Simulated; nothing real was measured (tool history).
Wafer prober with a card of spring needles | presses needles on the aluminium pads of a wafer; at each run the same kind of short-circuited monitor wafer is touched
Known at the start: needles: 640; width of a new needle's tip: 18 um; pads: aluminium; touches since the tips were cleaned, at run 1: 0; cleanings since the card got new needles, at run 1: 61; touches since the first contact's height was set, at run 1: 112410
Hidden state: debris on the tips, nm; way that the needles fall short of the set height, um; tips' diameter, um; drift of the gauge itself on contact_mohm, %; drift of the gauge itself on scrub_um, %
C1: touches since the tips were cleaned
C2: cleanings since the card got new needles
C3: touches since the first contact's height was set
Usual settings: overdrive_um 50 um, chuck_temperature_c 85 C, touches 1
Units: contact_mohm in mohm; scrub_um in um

run 1 hour=0 | overdrive_um=50 chuck_temperature_c=85 touches=1 | C1=0 C2=61 C3=112410 | contact_mohm=242 scrub_um=13.04
-- hour=18.4 tips cleaned on abrasive film
-- hour=35.9 tips cleaned on abrasive film
run 2 hour=41.1 | overdrive_um=50 chuck_temperature_c=85 touches=1 | C1=1542 C2=63 C3=124456 | contact_mohm=286 scrub_um=12.91
-- hour=54.2 tips cleaned on abrasive film
-- hour=74.6 tips cleaned on abrasive film
-- hour=93.6 tips cleaned on abrasive film
run 3 hour=98.8 | overdrive_um=50 chuck_temperature_c=85 touches=1 | C1=1539 C2=66 C3=141376 | contact_mohm=275 scrub_um=12.9
-- hour=111.9 tips cleaned on abrasive film
-- hour=131.3 tips cleaned on abrasive film
-- hour=152.2 tips cleaned on abrasive film
run 4 hour=154.9 | overdrive_um=62 chuck_temperature_c=85 touches=1 | C1=795 C2=69 C3=157803 | contact_mohm=251 scrub_um=15.98
-- hour=172.2 tips cleaned on abrasive film
-- hour=192.7 tips cleaned on abrasive film
-- hour=213.2 tips cleaned on abrasive film
run 5 hour=219.7 | overdrive_um=50 chuck_temperature_c=85 touches=1 | C1=1911 C2=72 C3=176820 | contact_mohm=287 scrub_um=12.72
-- hour=231.9 tips cleaned on abrasive film
-- hour=252.3 tips cleaned on abrasive film
-- hour=272.8 tips cleaned on abrasive film
-- hour=292.7 tips cleaned on abrasive film
run 6 hour=296.3 | overdrive_um=50 chuck_temperature_c=121 touches=1 | C1=1062 C2=76 C3=199264 | contact_mohm=282 scrub_um=12.67
-- hour=313.6 tips cleaned on abrasive film
-- hour=334 tips cleaned on abrasive film
-- hour=355.8 tips cleaned on abrasive film
-- hour=364.3 tips cleaned on abrasive film, once more
run 7 hour=373 | overdrive_um=50 chuck_temperature_c=85 touches=1 | C1=2558 C2=80 C3=221749 | contact_mohm=299 scrub_um=12.57
-- hour=381.8 tips cleaned on abrasive film
-- hour=399.2 tips cleaned on abrasive film
-- hour=416.6 tips cleaned on abrasive film
run 8 hour=433.8 | overdrive_um=50 chuck_temperature_c=85 touches=1 | C1=5074 C2=83 C3=239577 | contact_mohm=330 scrub_um=12.41
-- hour=438.3 tips cleaned on abrasive film
-- hour=447.2 height of the first contact set anew
-- hour=459.5 tips cleaned on abrasive film
run 9 hour=472.7 | overdrive_um=50 chuck_temperature_c=85 touches=3 | C1=3889 C2=85 C3=7471 | contact_mohm=260 scrub_um=13.61
-- hour=477.1 tips cleaned on abrasive film
-- hour=498 tips cleaned on abrasive film
-- hour=519.3 tips cleaned on abrasive film
-- hour=538.9 tips cleaned on abrasive film
run 10 hour=539.3 | overdrive_um=50 chuck_temperature_c=85 touches=3 | C1=129 C2=89 C3=26986 | contact_mohm=240 scrub_um=13.51
-- hour=556.7 tips cleaned on abrasive film
-- hour=577.4 tips cleaned on abrasive film
-- hour=599.1 tips cleaned on abrasive film
run 11 hour=604.4 | overdrive_um=50 chuck_temperature_c=85 touches=1 | C1=1553 C2=92 C3=46069 | contact_mohm=275 scrub_um=13.44
-- hour=616.7 tips cleaned on abrasive film
-- hour=637.5 tips cleaned on abrasive film
run 12 hour=637.5 | overdrive_um=50 chuck_temperature_c=85 touches=1 | C1=0 C2=94 C3=55759 | contact_mohm=242 scrub_um=13.35
-- hour=658.4 tips cleaned on abrasive film
-- hour=678.4 tips cleaned on abrasive film
run 13 hour=684.3 | overdrive_um=50 chuck_temperature_c=85 touches=1 | C1=1741 C2=96 C3=69506 | contact_mohm=284 scrub_um=13.29
-- hour=696.7 tips cleaned on abrasive film
-- hour=716.5 tips cleaned on abrasive film
run 14 hour=716.5 | overdrive_um=50 chuck_temperature_c=85 touches=1 | C1=0 C2=98 C3=78925 | contact_mohm=245 scrub_um=13.21
-- hour=733.9 tips cleaned on abrasive film
-- hour=755.6 tips cleaned on abrasive film
run 15 hour=759 | overdrive_um=50 chuck_temperature_c=85 touches=1 | C1=1007 C2=100 C3=91396 | contact_mohm=265 scrub_um=13.17
-- hour=775.9 tips cleaned on abrasive film
-- hour=797.5 tips cleaned on abrasive film
-- hour=819 tips cleaned on abrasive film
run 16 hour=819.2 | overdrive_um=44 chuck_temperature_c=85 touches=2 | C1=55 C2=103 C3=109025 | contact_mohm=250 scrub_um=11.53
-- hour=840.7 tips cleaned on abrasive film
-- hour=861.7 tips cleaned on abrasive film
run 17 hour=877.7 | overdrive_um=44 chuck_temperature_c=85 touches=2 | C1=4699 C2=105 C3=126193 | contact_mohm=304 scrub_um=11.48
-- hour=882.1 tips cleaned on abrasive film
-- hour=903.6 tips cleaned on abrasive film
-- hour=923.7 tips cleaned on abrasive film
-- hour=941.1 tips cleaned on abrasive film
run 18 hour=945.3 | overdrive_um=58 chuck_temperature_c=85 touches=2 | C1=1231 C2=109 C3=146009 | contact_mohm=247 scrub_um=15.25
-- hour=961.7 tips cleaned on abrasive film
-- hour=982.5 tips cleaned on abrasive film
run 19 hour=993.2 | overdrive_um=64 chuck_temperature_c=85 touches=1 | C1=3134 C2=111 C3=160052 | contact_mohm=285 scrub_um=16.76
-- hour=1001.9 tips cleaned on abrasive film
-- hour=1021.2 tips cleaned on abrasive film
run 20 hour=1026.6 | overdrive_um=64 chuck_temperature_c=85 touches=1 | C1=1567 C2=113 C3=169827 | contact_mohm=260 scrub_um=16.69
-- hour=1039.7 tips cleaned on abrasive film
-- hour=1060.4 tips cleaned on abrasive film
run 21 hour=1063 | overdrive_um=50 chuck_temperature_c=73 touches=3 | C1=746 C2=115 C3=180493 | contact_mohm=244 scrub_um=12.8
-- hour=1079.8 tips cleaned on abrasive film
-- hour=1097.2 tips cleaned on abrasive film
-- hour=1118.1 tips cleaned on abrasive film
run 22 hour=1133.6 | overdrive_um=40 chuck_temperature_c=33 touches=3 | C1=4584 C2=118 C3=201225 | contact_mohm=285 scrub_um=10.1
-- hour=1138 tips cleaned on abrasive film
-- hour=1158.7 tips cleaned on abrasive film
-- hour=1178.2 tips cleaned on abrasive film
run 23 hour=1183.5 | overdrive_um=40 chuck_temperature_c=33 touches=3 | C1=1546 C2=121 C3=215823 | contact_mohm=268 scrub_um=9.92
-- hour=1196.3 tips cleaned on abrasive film
-- hour=1213.7 tips cleaned on abrasive film
-- hour=1235.4 tips cleaned on abrasive film
run 24 hour=1239.1 | overdrive_um=54 chuck_temperature_c=124 touches=2 | C1=1070 C2=124 C3=232111 | contact_mohm=267 scrub_um=13.74

Forecast run 25:
-- hour=1256.5 tips cleaned on abrasive film
-- hour=1276.1 tips cleaned on abrasive film
-- hour=1280.7 height of the first contact set anew
run 25 hour=1284.9 | overdrive_um=50 chuck_temperature_c=85 touches=2 | C1=2490 C2=126 C3=1214 | contact_mohm=? scrub_um=?

{"run 25": {"contact_mohm": 276, "scrub_um": 13.75}}
Without the tool's hidden state the same run would have given contact_mohm 234 mohm, scrub_um 13.75 um.
